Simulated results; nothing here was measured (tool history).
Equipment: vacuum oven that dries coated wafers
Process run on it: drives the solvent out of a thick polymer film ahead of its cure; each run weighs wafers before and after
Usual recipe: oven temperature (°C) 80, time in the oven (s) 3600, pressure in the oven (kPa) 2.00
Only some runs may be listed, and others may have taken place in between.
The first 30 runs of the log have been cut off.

run   hour  oven temperature (°C)  time in the oven (s)  pressure in the oven (kPa)  hours of work since the thermocouples were calibrated  hours of work since the vacuum gauge was cleaned of residue  solvent left in the film (%)
 31  406.7                     92                  4680                        3.50                                                    272                                                          296                          2.19
 32  415.2                     92                  4680                        3.50                                                    276                                                          301                          2.19
 33  425.5                     92                  4680                        3.50                                                    281                                                          306                          2.19
 34  438.7                     92                  4680                        3.50                                                    288                                                          312                          2.21
 35  448.6                     92                  4680                        3.50                                                    293                                                          317                          2.19
 36  463.2                     92                  4680                        3.50                                                    300                                                          324                          2.15
 37  481.6                     92                  2280                        1.09                                                    309                                                          333                          1.53
 38  494.8                     71                  1860                        3.16                                                    316                                                          340                         10.39
 39  509.9                     71                  1860                        3.16                                                    323                                                          348                         10.42
 40  517.5                     80                  3420                        5.44                                                    327                                                          351                          6.39
 41  533.9                     83                  3300                        1.72                                                    335                                                          359                          2.50
 42  548.1                     66                  5280                        3.11                                                    342                                                          366                          7.45
 43  557.4                     66                  5280                        3.11                                                    347                                                          371                          7.46
 44  571.2                     80                  3660                        3.93                                                    354                                                          378                          4.82
 45  588.0                     66                  3600                        1.45                                                    362                                                          386                          6.89

5 options for the next run, each taken on its own from the tool as it stands now. Forecast them:
  A  604.6                     84                  3600                        2.00                                                    370                                                          394                             ?
  B  604.6                     81                  3900                        6.76                                                    370                                                          394                             ?
  C  604.6                     69                  3600                        2.00                                                    370                                                          394                             ?
  D  604.6                     65                  2400                        4.21                                                    370                                                          394                             ?
  E  604.6                     84                  2280                        2.00                                                    370                                                          394                             ?

run  solvent left in the film (%)
  A                          2.35
  B                          6.96
  C                          6.48
  D                         12.81
  E                          3.80
Without the tool's unlogged condition, the same runs would have read:
run  solvent left in the film (%)
  A                          2.31
  B                          6.95
  C                          6.45
  D                         12.80
  E                          3.79

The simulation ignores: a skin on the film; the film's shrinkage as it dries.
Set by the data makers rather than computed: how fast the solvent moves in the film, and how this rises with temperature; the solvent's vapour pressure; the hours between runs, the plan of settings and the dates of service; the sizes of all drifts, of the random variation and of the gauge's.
